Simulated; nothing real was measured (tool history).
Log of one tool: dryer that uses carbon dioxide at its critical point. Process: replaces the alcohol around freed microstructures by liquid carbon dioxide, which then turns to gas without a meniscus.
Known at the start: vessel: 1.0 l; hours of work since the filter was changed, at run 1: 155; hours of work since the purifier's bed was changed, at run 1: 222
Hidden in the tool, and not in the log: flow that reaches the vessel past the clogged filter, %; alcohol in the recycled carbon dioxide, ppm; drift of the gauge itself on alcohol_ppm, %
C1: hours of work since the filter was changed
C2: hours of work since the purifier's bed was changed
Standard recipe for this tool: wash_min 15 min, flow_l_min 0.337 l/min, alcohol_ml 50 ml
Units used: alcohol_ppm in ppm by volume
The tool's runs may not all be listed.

Run 1, hour 0.0: usual settings; C1 155; C2 222. Result: alcohol_ppm 795 ppm by volume.
Run 2, hour 6.4: usual settings but flow_l_min 0.238 l/min; C1 158; C2 225. Result: alcohol_ppm 2676 ppm by volume.
Run 3, hour 19.1: usual settings but flow_l_min 0.238 l/min; C1 164; C2 231. Result: alcohol_ppm 2761 ppm by volume.
Run 4, hour 31.2: usual settings but flow_l_min 0.238 l/min; C1 170; C2 237. Result: alcohol_ppm 2806 ppm by volume.
Run 5, hour 37.1: usual settings but flow_l_min 0.238 l/min; C1 173; C2 240. Result: alcohol_ppm 2733 ppm by volume.
Run 6, hour 42.6: usual settings; C1 176; C2 243. Result: alcohol_ppm 809 ppm by volume.
Run 7, hour 50.9: usual settings but alcohol_ml 112 ml; C1 180; C2 246. Result: alcohol_ppm 1787 ppm by volume.
Run 8, hour 58.9: usual settings but alcohol_ml 112 ml; C1 183; C2 250. Result: alcohol_ppm 1717 ppm by volume.
Run 9, hour 71.1: usual settings but flow_l_min 0.564 l/min; C1 189; C2 256. Result: alcohol_ppm 118 ppm by volume.
Run 10, hour 77.9: usual settings but flow_l_min 0.564 l/min; C1 192; C2 259. Result: alcohol_ppm 123 ppm by volume.
Run 11, hour 89.0: usual settings but flow_l_min 0.564 l/min; C1 198; C2 265. Result: alcohol_ppm 123 ppm by volume.
Run 12, hour 95.0: usual settings but flow_l_min 0.564 l/min; C1 200; C2 267. Result: alcohol_ppm 129 ppm by volume.
Run 13, hour 106.5: usual settings but alcohol_ml 22 ml; C1 206; C2 273. Result: alcohol_ppm 417 ppm by volume.
Run 14, hour 117.2: usual settings; C1 211; C2 278. Result: alcohol_ppm 837 ppm by volume.
Run 15, hour 124.6: usual settings but alcohol_ml 54 ml; C1 214; C2 281. Result: alcohol_ppm 931 ppm by volume.
Run 16, hour 133.6: usual settings but alcohol_ml 54 ml; C1 219; C2 286. Result: alcohol_ppm 920 ppm by volume.
Run 17, hour 139.2: usual settings; C1 221; C2 288. Result: alcohol_ppm 872 ppm by volume.
Run 18, hour 145.1: usual settings; C1 224; C2 291. Result: alcohol_ppm 862 ppm by volume.
Run 19, hour 151.8: usual settings but alcohol_ml 92 ml; C1 227; C2 294. Result: alcohol_ppm 1518 ppm by volume.
Run 20, hour 160.0: usual settings but alcohol_ml 92 ml; C1 231; C2 298. Result: alcohol_ppm 1475 ppm by volume.
Run 21, hour 166.4: usual settings but alcohol_ml 92 ml; C1 234; C2 301. Result: alcohol_ppm 1550 ppm by volume.
Run 22, hour 175.2: usual settings but alcohol_ml 92 ml; C1 238; C2 305. Result: alcohol_ppm 1583 ppm by volume.
Run 23, hour 182.9: usual settings but alcohol_ml 92 ml; C1 242; C2 309. Result: alcohol_ppm 1549 ppm by volume.
Run 24, hour 195.1: usual settings but flow_l_min 0.415 l/min, alcohol_ml 28 ml; C1 248; C2 315. Result: alcohol_ppm 264 ppm by volume.
Run 25, hour 206.1: usual settings but flow_l_min 0.241 l/min, alcohol_ml 27 ml; C1 253; C2 320. Result: alcohol_ppm 1557 ppm by volume.
Run 26, hour 213.9: usual settings but flow_l_min 0.241 l/min, alcohol_ml 27 ml; C1 257; C2 324. Result: alcohol_ppm 1579 ppm by volume.
Run 27, hour 224.4: usual settings but wash_min 20 min, flow_l_min 0.316 l/min, alcohol_ml 27 ml; C1 262; C2 329. Result: alcohol_ppm 268 ppm by volume.
Run 28, hour 236.3: usual settings but wash_min 20 min, flow_l_min 0.316 l/min, alcohol_ml 27 ml; C1 267; C2 334. Result: alcohol_ppm 269 ppm by volume.
Run 29, hour 248.0: usual settings but wash_min 20 min, flow_l_min 0.341 l/min; C1 273; C2 340. Result: alcohol_ppm 308 ppm by volume.
Run 30, hour 255.0: usual settings but wash_min 20 min, flow_l_min 0.341 l/min; C1 276; C2 343. Result: alcohol_ppm 316 ppm by volume.
Run 31, hour 266.5: usual settings but wash_min 9 min, flow_l_min 0.450 l/min; C1 282; C2 349. Result: alcohol_ppm 1757 ppm by volume.
Run 32, hour 273.8: usual settings but wash_min 9 min, flow_l_min 0.450 l/min; C1 285; C2 352. Result: alcohol_ppm 1857 ppm by volume.
Run 33, hour 286.8: usual settings but wash_min 18 min, flow_l_min 0.253 l/min, alcohol_ml 47 ml; C1 291; C2 358. Result: alcohol_ppm 1317 ppm by volume.
Run 34, hour 293.2: usual settings but wash_min 12 min, flow_l_min 0.528 l/min, alcohol_ml 107 ml; C1 294; C2 361. Result: alcohol_ppm 668 ppm by volume.
Run 35, hour 299.3: usual settings but wash_min 21 min, flow_l_min 0.253 l/min, alcohol_ml 31 ml; C1 297; C2 364. Result: alcohol_ppm 565 ppm by volume.
Run 36, hour 311.5: usual settings but wash_min 13 min, flow_l_min 0.253 l/min, alcohol_ml 31 ml; C1 303; C2 370. Result: alcohol_ppm 2397 ppm by volume.
Run 37, hour 323.7: usual settings but wash_min 13 min, flow_l_min 0.251 l/min, alcohol_ml 25 ml; C1 309; C2 376. Result: alcohol_ppm 2012 ppm by volume.
Run 38, hour 335.0: usual settings but wash_min 13 min, flow_l_min 0.259 l/min, alcohol_ml 27 ml; C1 314; C2 381. Result: alcohol_ppm 1941 ppm by volume.
Run 39, hour 347.6: usual settings but wash_min 13 min, flow_l_min 0.259 l/min, alcohol_ml 27 ml; C1 320; C2 387. Result: alcohol_ppm 1957 ppm by volume.
Run 40, hour 359.6: usual settings but wash_min 13 min, flow_l_min 0.259 l/min, alcohol_ml 27 ml; C1 326; C2 393. Result: alcohol_ppm 1957 ppm by volume.
At hour 370.9: inlet filter changed.
Run 41, hour 373.6: usual settings but wash_min 13 min, flow_l_min 0.259 l/min, alcohol_ml 27 ml; C1 1; C2 399. Result: alcohol_ppm 1703 ppm by volume.
Run 42, hour 380.8: usual settings; C1 5; C2 402. Result: alcohol_ppm 795 ppm by volume.
Run 43, hour 393.5: usual settings but wash_min 17 min, flow_l_min 0.434 l/min, alcohol_ml 64 ml; C1 11; C2 408. Result: alcohol_ppm 239 ppm by volume.
Run 44, hour 406.8: usual settings but wash_min 17 min, alcohol_ml 115 ml; C1 17; C2 415. Result: alcohol_ppm 987 ppm by volume.
Run 45, hour 413.4: usual settings but wash_min 12 min, flow_l_min 0.435 l/min, alcohol_ml 44 ml; C1 20; C2 418. Result: alcohol_ppm 599 ppm by volume.
Run 46, hour 420.9: usual settings but wash_min 12 min, flow_l_min 0.435 l/min, alcohol_ml 38 ml; C1 24; C2 421. Result: alcohol_ppm 552 ppm by volume.

Branching from run 46: 3 alternative next runs. What would each branch give?
Run A, hour 429.5: usual settings but wash_min 12 min, flow_l_min 0.435 l/min, alcohol_ml 35 ml; C1 28; C2 425. Result: alcohol_ppm ?.
Run B, hour 429.5: usual settings but wash_min 12 min, flow_l_min 0.328 l/min, alcohol_ml 38 ml; C1 28; C2 425. Result: alcohol_ppm ?.
Run C, hour 429.5: usual settings but wash_min 9 min, flow_l_min 0.417 l/min, alcohol_ml 104 ml; C1 28; C2 425. Result: alcohol_ppm ?.

run  alcohol_ppm
  A          546
  B         1417
  C         4048
The same runs, with their run-to-run variation unchanged, on a tool lacking any hidden condition would have given:
run  alcohol_ppm
  A          380
  B         1238
  C         3788

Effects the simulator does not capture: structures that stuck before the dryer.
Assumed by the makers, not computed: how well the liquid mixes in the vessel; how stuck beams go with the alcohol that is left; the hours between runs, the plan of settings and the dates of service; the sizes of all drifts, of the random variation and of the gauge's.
